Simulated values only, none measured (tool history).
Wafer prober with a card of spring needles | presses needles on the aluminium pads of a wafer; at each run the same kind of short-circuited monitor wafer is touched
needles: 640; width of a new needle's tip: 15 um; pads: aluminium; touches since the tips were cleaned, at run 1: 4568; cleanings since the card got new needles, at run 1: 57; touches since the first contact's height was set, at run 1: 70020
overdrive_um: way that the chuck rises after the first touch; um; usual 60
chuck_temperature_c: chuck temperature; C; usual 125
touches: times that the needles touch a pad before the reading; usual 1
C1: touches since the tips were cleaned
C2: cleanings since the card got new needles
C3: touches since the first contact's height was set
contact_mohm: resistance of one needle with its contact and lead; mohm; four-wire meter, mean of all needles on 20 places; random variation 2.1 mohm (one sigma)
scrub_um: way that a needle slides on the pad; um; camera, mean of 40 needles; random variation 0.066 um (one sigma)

run 1 day=0.000 | overdrive_um=60 chuck_temperature_c=125 touches=1 | C1=4568 C2=57 C3=70020 | contact_mohm=238 scrub_um=15.58
-- day=0.200 tips cleaned on abrasive film
-- day=0.829 tips cleaned on abrasive film
run 2 day=1.175 | overdrive_um=60 chuck_temperature_c=125 touches=1 | C1=3607 C2=59 C3=82172 | contact_mohm=238 scrub_um=15.59
-- day=1.429 tips cleaned on abrasive film
-- day=1.992 tips cleaned on abrasive film
run 3 day=1.992 | overdrive_um=60 chuck_temperature_c=109 touches=1 | C1=0 C2=61 C3=90616 | contact_mohm=231 scrub_um=15.60
-- day=2.554 tips cleaned on abrasive film
run 4 day=2.921 | overdrive_um=60 chuck_temperature_c=43 touches=1 | C1=3825 C2=62 C3=100267 | contact_mohm=218 scrub_um=15.45
-- day=3.188 tips cleaned on abrasive film
run 5 day=3.708 | overdrive_um=60 chuck_temperature_c=43 touches=1 | C1=5416 C2=63 C3=108413 | contact_mohm=217 scrub_um=15.48
-- day=3.788 tips cleaned on abrasive film
-- day=4.354 tips cleaned on abrasive film
run 6 day=4.658 | overdrive_um=60 chuck_temperature_c=43 touches=1 | C1=3211 C2=65 C3=118257 | contact_mohm=216 scrub_um=15.49
-- day=4.992 tips cleaned on abrasive film
-- day=5.558 tips cleaned on abrasive film
run 7 day=5.608 | overdrive_um=60 chuck_temperature_c=125 touches=1 | C1=530 C2=67 C3=128052 | contact_mohm=234 scrub_um=15.37
-- day=6.167 tips cleaned on abrasive film
run 8 day=6.617 | overdrive_um=60 chuck_temperature_c=125 touches=1 | C1=4673 C2=68 C3=138520 | contact_mohm=237 scrub_um=15.42
-- day=6.750 tips cleaned on abrasive film
-- day=7.300 height of the first contact set anew
-- day=7.354 tips cleaned on abrasive film
run 9 day=7.417 | overdrive_um=60 chuck_temperature_c=125 touches=1 | C1=677 C2=70 C3=1203 | contact_mohm=236 scrub_um=15.30
-- day=7.938 tips cleaned on abrasive film
run 10 day=8.150 | overdrive_um=60 chuck_temperature_c=125 touches=1 | C1=2234 C2=71 C3=8797 | contact_mohm=240 scrub_um=15.42
-- day=8.588 tips cleaned on abrasive film
-- day=9.171 tips cleaned on abrasive film
run 11 day=9.171 | overdrive_um=60 chuck_temperature_c=125 touches=1 | C1=0 C2=73 C3=19360 | contact_mohm=238 scrub_um=15.30
-- day=9.792 tips cleaned on abrasive film
run 12 day=9.850 | overdrive_um=60 chuck_temperature_c=125 touches=1 | C1=582 C2=74 C3=26366 | contact_mohm=241 scrub_um=15.38
-- day=10.438 gauge calibrated
-- day=10.442 tips cleaned on abrasive film
run 13 day=10.929 | overdrive_um=60 chuck_temperature_c=125 touches=1 | C1=5095 C2=75 C3=37596 | contact_mohm=239 scrub_um=15.62
-- day=11.075 tips cleaned on abrasive film
-- day=11.671 tips cleaned on abrasive film
run 14 day=12.058 | overdrive_um=60 chuck_temperature_c=125 touches=2 | C1=4061 C2=77 C3=49278 | contact_mohm=240 scrub_um=15.67
-- day=12.238 tips cleaned on abrasive film
-- day=12.892 tips cleaned on abrasive film
run 15 day=13.138 | overdrive_um=60 chuck_temperature_c=125 touches=1 | C1=2565 C2=79 C3=60438 | contact_mohm=239 scrub_um=15.47
-- day=13.479 tips cleaned on abrasive film
-- day=14.083 tips cleaned on abrasive film
run 16 day=14.250 | overdrive_um=60 chuck_temperature_c=125 touches=1 | C1=1748 C2=81 C3=71968 | contact_mohm=236 scrub_um=15.65
-- day=14.733 tips cleaned on abrasive film
run 17 day=15.212 | overdrive_um=42 chuck_temperature_c=49 touches=3 | C1=4970 C2=82 C3=81932 | contact_mohm=226 scrub_um=10.78
-- day=15.375 tips cleaned on abrasive film
run 18 day=15.917 | overdrive_um=51 chuck_temperature_c=72 touches=3 | C1=5633 C2=83 C3=89239 | contact_mohm=226 scrub_um=13.07
-- day=15.996 tips cleaned on abrasive film
run 19 day=16.454 | overdrive_um=54 chuck_temperature_c=36 touches=2 | C1=4795 C2=84 C3=94817 | contact_mohm=218 scrub_um=13.86
-- day=16.617 tips cleaned on abrasive film
-- day=17.196 tips cleaned on abrasive film
run 20 day=17.388 | overdrive_um=54 chuck_temperature_c=36 touches=2 | C1=1987 C2=86 C3=104446 | contact_mohm=217 scrub_um=13.90
-- day=17.783 tips cleaned on abrasive film
run 21 day=17.892 | overdrive_um=54 chuck_temperature_c=36 touches=2 | C1=1123 C2=87 C3=109637 | contact_mohm=219 scrub_um=13.85
-- day=18.396 tips cleaned on abrasive film
run 22 day=18.875 | overdrive_um=41 chuck_temperature_c=34 touches=2 | C1=4987 C2=88 C3=119852 | contact_mohm=219 scrub_um=10.44
-- day=19.042 tips cleaned on abrasive film
-- day=19.629 tips cleaned on abrasive film
run 23 day=19.629 | overdrive_um=41 chuck_temperature_c=34 touches=2 | C1=0 C2=90 C3=127620 | contact_mohm=220 scrub_um=10.45
-- day=20.258 tips cleaned on abrasive film
run 24 day=20.258 | overdrive_um=59 chuck_temperature_c=60 touches=1 | C1=0 C2=91 C3=134141 | contact_mohm=224 scrub_um=15.04
-- day=20.829 tips cleaned on abrasive film
run 25 day=21.158 | overdrive_um=63 chuck_temperature_c=25 touches=1 | C1=3428 C2=92 C3=143487 | contact_mohm=214 scrub_um=15.99
-- day=21.371 height of the first contact set anew
-- day=21.458 tips cleaned on abrasive film
run 26 day=21.958 | overdrive_um=63 chuck_temperature_c=25 touches=1 | C1=5206 C2=93 C3=6075 | contact_mohm=212 scrub_um=16.03
-- day=22.042 tips cleaned on abrasive film
run 27 day=22.596 | overdrive_um=60 chuck_temperature_c=125 touches=1 | C1=5756 C2=94 C3=12662 | contact_mohm=239 scrub_um=15.14
-- day=22.700 tips cleaned on abrasive film
-- day=23.162 gauge calibrated
-- day=23.367 tips cleaned on abrasive film
run 28 day=23.762 | overdrive_um=60 chuck_temperature_c=64 touches=1 | C1=4123 C2=96 C3=24741 | contact_mohm=220 scrub_um=15.65
-- day=23.958 tips cleaned on abrasive film
-- day=24.608 tips cleaned on abrasive film
run 29 day=24.667 | overdrive_um=62 chuck_temperature_c=35 touches=2 | C1=612 C2=98 C3=34095 | contact_mohm=217 scrub_um=16.06
-- day=25.208 tips cleaned on abrasive film
run 30 day=25.312 | overdrive_um=58 chuck_temperature_c=32 touches=2 | C1=1061 C2=99 C3=40760 | contact_mohm=213 scrub_um=15.02
-- day=25.796 tips cleaned on abrasive film
-- day=26.429 tips cleaned on abrasive film
run 31 day=26.492 | overdrive_um=69 chuck_temperature_c=27 touches=3 | C1=648 C2=101 C3=52959 | contact_mohm=210 scrub_um=17.76

Forecast each of these 4 alternatives for the next run:
-- day=27.054 tips cleaned on abrasive film
run A day=27.175 | overdrive_um=69 chuck_temperature_c=27 touches=2 | C1=1264 C2=102 C3=60060 | contact_mohm=? scrub_um=?
-- day=27.054 tips cleaned on abrasive film
run B day=27.175 | overdrive_um=58 chuck_temperature_c=125 touches=1 | C1=1264 C2=102 C3=60060 | contact_mohm=? scrub_um=?
-- day=27.054 tips cleaned on abrasive film
run C day=27.175 | overdrive_um=55 chuck_temperature_c=117 touches=2 | C1=1264 C2=102 C3=60060 | contact_mohm=? scrub_um=?
-- day=27.054 tips cleaned on abrasive film
run D day=27.175 | overdrive_um=60 chuck_temperature_c=38 touches=3 | C1=1264 C2=102 C3=60060 | contact_mohm=? scrub_um=?

run=A contact_mohm=213 scrub_um=17.83
run=B contact_mohm=236 scrub_um=14.87
run=C contact_mohm=235 scrub_um=14.22
run=D contact_mohm=217 scrub_um=15.44
Without the tool's hidden state the same runs would have given:
run=A contact_mohm=213 scrub_um=18.00
run=B contact_mohm=236 scrub_um=15.02
run=C contact_mohm=235 scrub_um=14.37
run=D contact_mohm=217 scrub_um=15.60
